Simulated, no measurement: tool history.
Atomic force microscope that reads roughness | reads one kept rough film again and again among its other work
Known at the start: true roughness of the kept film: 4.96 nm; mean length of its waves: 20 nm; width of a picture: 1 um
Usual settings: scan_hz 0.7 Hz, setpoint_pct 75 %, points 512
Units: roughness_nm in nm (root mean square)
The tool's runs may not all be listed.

Run 1, hour 0: usual settings. Result: roughness_nm 3.471 nm (root mean square).
Run 2, hour 23.7: usual settings. Result: roughness_nm 3.475 nm (root mean square).
Run 3, hour 39.8: usual settings. Result: roughness_nm 3.475 nm (root mean square).
Run 4, hour 63: usual settings. Result: roughness_nm 3.442 nm (root mean square).
Run 5, hour 77.3: usual settings but scan_hz 0.828 Hz. Result: roughness_nm 3.435 nm (root mean square).
Run 6, hour 91.6: usual settings but scan_hz 0.828 Hz. Result: roughness_nm 3.437 nm (root mean square).
Run 7, hour 105.9: usual settings but setpoint_pct 82 %. Result: roughness_nm 3.381 nm (root mean square).
Run 8, hour 124.1: usual settings but setpoint_pct 82 %. Result: roughness_nm 3.397 nm (root mean square).
Run 9, hour 140.5: usual settings but setpoint_pct 82 %. Result: roughness_nm 3.39 nm (root mean square).
Run 10, hour 159.2: usual settings but scan_hz 1.063 Hz, setpoint_pct 82 %, points 270. Result: roughness_nm 3.18 nm (root mean square).
Run 11, hour 172.1: usual settings but scan_hz 0.812 Hz, setpoint_pct 82 %. Result: roughness_nm 3.33 nm (root mean square).
At hour 192.8: new tip fitted.
Run 12, hour 195.1: usual settings but scan_hz 0.812 Hz, setpoint_pct 83 %. Result: roughness_nm 3.34 nm (root mean square).
Run 13, hour 217: usual settings but scan_hz 0.812 Hz, setpoint_pct 83 %. Result: roughness_nm 3.355 nm (root mean square).
Run 14, hour 237.3: usual settings but setpoint_pct 63 %. Result: roughness_nm 3.555 nm (root mean square).
Run 15, hour 253.4: usual settings but setpoint_pct 63 %. Result: roughness_nm 3.565 nm (root mean square).

3 ways to go on from here, each from the tool as it stands after run 15. What would each give?
Run A, hour 264: usual settings but scan_hz 1.978 Hz, setpoint_pct 65 %. Result: roughness_nm ?.
Run B, hour 264: usual settings but scan_hz 1.488 Hz, setpoint_pct 83 %, points 490. Result: roughness_nm ?.
Run C, hour 264: usual settings but setpoint_pct 66 %. Result: roughness_nm ?.

run  roughness_nm
  A         3.349
  B         3.118
  C         3.533
Without the tool's hidden state the same runs would have given:
run  roughness_nm
  A         3.355
  B         3.123
  C         3.539

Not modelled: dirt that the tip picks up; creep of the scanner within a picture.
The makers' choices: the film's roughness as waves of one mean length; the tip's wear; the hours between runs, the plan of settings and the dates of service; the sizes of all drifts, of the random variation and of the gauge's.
